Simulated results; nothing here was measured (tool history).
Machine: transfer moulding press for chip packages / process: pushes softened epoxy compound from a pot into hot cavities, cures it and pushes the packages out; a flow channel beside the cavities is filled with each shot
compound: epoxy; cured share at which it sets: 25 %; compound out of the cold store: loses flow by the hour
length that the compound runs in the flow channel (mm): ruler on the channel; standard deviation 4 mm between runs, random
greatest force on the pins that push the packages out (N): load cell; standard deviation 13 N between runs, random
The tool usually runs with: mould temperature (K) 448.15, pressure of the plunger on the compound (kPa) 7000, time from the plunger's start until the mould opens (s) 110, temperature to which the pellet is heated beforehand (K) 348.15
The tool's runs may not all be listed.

| run | day | mould temperature (K) | pressure of the plunger on the compound (kPa) | time from the plunger's start until the mould opens (s) | temperature to which the pellet is heated beforehand (K) | incoming compound's hours out of the cold store | length that the compound runs in the flow channel (mm) | greatest force on the pins that push the packages out (N) |
|---|---|---|---|---|---|---|---|---|
| 1 | 0.000 | 448.15 | 7000 | 110 | 348.15 | 39.9 | 775 | 862 |
| 2 | 0.333 | 448.15 | 7000 | 110 | 348.15 | 47.9 | 747 | 878 |
|  | 0.542 | cavities cleaned with cleaning compound and waxed |
| 3 | 0.788 | 448.15 | 7000 | 110 | 348.15 | 14.5 | 884 | 653 |
| 4 | 1.021 | 449.15 | 7000 | 110 | 348.15 | 32.1 | 808 | 643 |
| 5 | 1.392 | 449.15 | 8140 | 110 | 348.15 | 13.7 | 943 | 734 |
| 6 | 1.625 | 446.15 | 7000 | 110 | 348.15 | 40.3 | 782 | 835 |
| 7 | 2.054 | 446.15 | 7000 | 110 | 348.15 | 36.2 | 791 | 915 |
| 8 | 2.292 | 446.15 | 7000 | 110 | 348.15 | 17.2 | 867 | 971 |
| 9 | 2.567 | 446.15 | 7000 | 110 | 348.15 | 27.8 | 820 | 926 |
| 10 | 2.996 | 446.15 | 7000 | 110 | 348.15 | 22.7 | 845 | 1009 |
| 11 | 3.350 | 446.15 | 7000 | 110 | 348.15 | 21.5 | 859 | 997 |
| 12 | 3.654 | 448.15 | 7000 | 110 | 348.15 | 38.7 | 774 | 837 |
|  | 3.792 | cavities cleaned with cleaning compound and waxed |
| 13 | 4.067 | 448.15 | 7000 | 110 | 348.15 | 38.6 | 766 | 628 |
| 14 | 4.492 | 448.15 | 7000 | 110 | 348.15 | 14.5 | 863 | 753 |
|  | 4.600 | mould's thermocouples calibrated |
| 15 | 4.983 | 448.15 | 7000 | 110 | 348.15 | 23.9 | 826 | 762 |
| 16 | 5.288 | 448.15 | 5230 | 110 | 348.15 | 43.4 | 648 | 741 |
| 17 | 5.550 | 448.15 | 6610 | 110 | 344.15 | 25.5 | 796 | 820 |
| 18 | 5.775 | 448.15 | 6610 | 110 | 344.15 | 26.1 | 796 | 832 |
| 19 | 6.208 | 448.15 | 6610 | 110 | 344.15 | 15.6 | 842 | 868 |
| 20 | 6.562 | 451.15 | 7000 | 110 | 339.15 | 31.3 | 777 | 723 |
| 21 | 6.792 | 448.15 | 7530 | 110 | 348.15 | 33.8 | 808 | 825 |
|  | 7.158 | cavities cleaned with cleaning compound and waxed |
| 22 | 7.183 | 451.15 | 7530 | 143 | 355.15 | 9.8 | 898 | 474 |
|  | 7.308 | mould's thermocouples calibrated, once more |
| 23 | 7.450 | 441.15 | 8190 | 143 | 355.15 | 22.1 | 923 | 661 |
| 24 | 7.742 | 441.15 | 8190 | 143 | 355.15 | 29.9 | 886 | 676 |
| 25 | 8.138 | 451.15 | 7390 | 110 | 348.15 | 35.8 | 781 | 633 |
| 26 | 8.517 | 455.15 | 7000 | 141 | 354.15 | 31.6 | 761 | 595 |
| 27 | 8.904 | 455.15 | 6420 | 137 | 350.15 | 23.7 | 764 | 611 |
| 28 | 9.121 | 455.15 | 6420 | 127 | 342.15 | 14.1 | 795 | 629 |
| 29 | 9.467 | 448.15 | 8640 | 110 | 347.15 | 14.0 | 950 | 858 |
| 30 | 9.758 | 446.15 | 7000 | 100 | 348.15 | 41.4 | 745 | 1133 |

For each run, the measured value with the value that run would have given without the tool's hidden condition subtracted. The run-to-run variation is shared by both, the gauge scatter possibly not:
Hidden conditions of the tool in this case: true mould temperature over the reading, C; pressure that reaches the compound, % of what is set; grip of the stained cavities, % over clean ones'; drift of the gauge itself on flow_mm, %; drift of the gauge itself on push_out_n, %.
| run | length that the compound runs in the flow channel (mm) | greatest force on the pins that push the packages out (N) |
|---|---|---|
| 1 | -19 | +256 |
| 2 | -20 | +264 |
| 3 | -25 | +48 |
| 4 | -23 | +81 |
| 5 | -29 | +134 |
| 6 | -25 | +172 |
| 7 | -26 | +219 |
| 8 | -31 | +245 |
| 9 | -30 | +245 |
| 10 | -32 | +284 |
| 11 | -34 | +291 |
| 12 | -32 | +249 |
| 13 | -32 | +40 |
| 14 | -39 | +109 |
| 15 | -39 | +143 |
| 16 | -31 | +162 |
| 17 | -39 | +190 |
| 18 | -40 | +202 |
| 19 | -44 | +229 |
| 20 | -42 | +205 |
| 21 | -44 | +235 |
| 22 | -50 | +15 |
| 23 | -51 | +55 |
| 24 | -50 | +96 |
| 25 | -45 | +123 |
| 26 | -46 | +138 |
| 27 | -47 | +160 |
| 28 | -50 | +172 |
| 29 | -61 | +245 |
| 30 | -49 | +334 |
